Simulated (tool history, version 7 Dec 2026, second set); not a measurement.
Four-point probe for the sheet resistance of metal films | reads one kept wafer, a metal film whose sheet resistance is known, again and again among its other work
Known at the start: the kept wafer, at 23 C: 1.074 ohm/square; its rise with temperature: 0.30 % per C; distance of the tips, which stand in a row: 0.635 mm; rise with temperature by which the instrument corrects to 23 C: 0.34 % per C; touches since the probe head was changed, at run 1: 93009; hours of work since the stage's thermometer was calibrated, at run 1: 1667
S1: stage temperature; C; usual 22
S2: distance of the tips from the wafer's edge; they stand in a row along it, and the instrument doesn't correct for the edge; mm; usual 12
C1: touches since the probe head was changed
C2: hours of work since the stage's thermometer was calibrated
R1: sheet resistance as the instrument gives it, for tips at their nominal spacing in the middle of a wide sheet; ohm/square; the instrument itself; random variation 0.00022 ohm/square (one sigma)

run	hour	S1	S2	C1	C2	R1
1	0	22	12	93009	1667	1.083247
2	58.5	22	12	95254	1709	1.08347
3	99.8	22	12	96842	1738	1.083272
4	142.3	22	12	98473	1769	1.083031
5	191.2	22	12	100353	1804	1.083776
6	257.9	22	12	102911	1851	1.083345
7	312	22	12	104989	1890	1.084011
8	347.2	22	12	106342	1915	1.084048
9	405.1	22	12	108565	1956	1.084184
10	473.4	27	12	111188	2005	1.081877
11	511.8	27	12	112661	2033	1.082265
# hour 518.8: stage's thermometer calibrated
12	550.9	22	12	114143	23	1.082132
13	580.3	22	12	115275	44	1.082033
14	610.5	22	12	116435	66	1.082276
15	648.9	22	12	117909	93	1.082578
16	695	22	25	119677	126	1.081382
17	727.2	22	25	120913	149	1.081218
18	782.7	22	25	123043	189	1.08125
19	826.6	22	25	124731	220	1.081294
20	886.7	22	25	127039	263	1.081647
21	916.3	22	12	128174	284	1.082826
22	959.9	22	12	129850	315	1.083103
23	997	22	12	131273	342	1.083192
24	1033.7	21	14	132682	368	1.082996
25	1080.7	34	14	134486	402	1.077785
26	1138.1	28	8	136692	443	1.083151
27	1194.9	28	8	138873	483	1.082719
28	1256.8	23	42	141251	528	1.081701
29	1289.1	22	41	142491	551	1.082051
30	1327.6	31	41	143969	578	1.078489
31	1362.1	31	41	145292	603	1.078535
32	1426.7	31	41	147775	649	1.079011
33	1457	24	20	148939	671	1.082186
34	1499.3	32	32	150562	701	1.078793
35	1544.3	32	32	152292	733	1.078739
36	1573.7	21	34	153420	754	1.083171
37	1611.4	21	34	154865	781	1.08302
38	1652.5	35	41	156444	810	1.077795
39	1682.5	19	33	157598	832	1.084042
40	1735.1	21	13	159615	869	1.084531

Run 41 comes next. What will it give?
41	1800.4	24	39	162125	916	?

Run 41 gave R1 1.082555 ohm/square.
Without the tool's hidden state the same run would have given R1 1.074031 ohm/square.
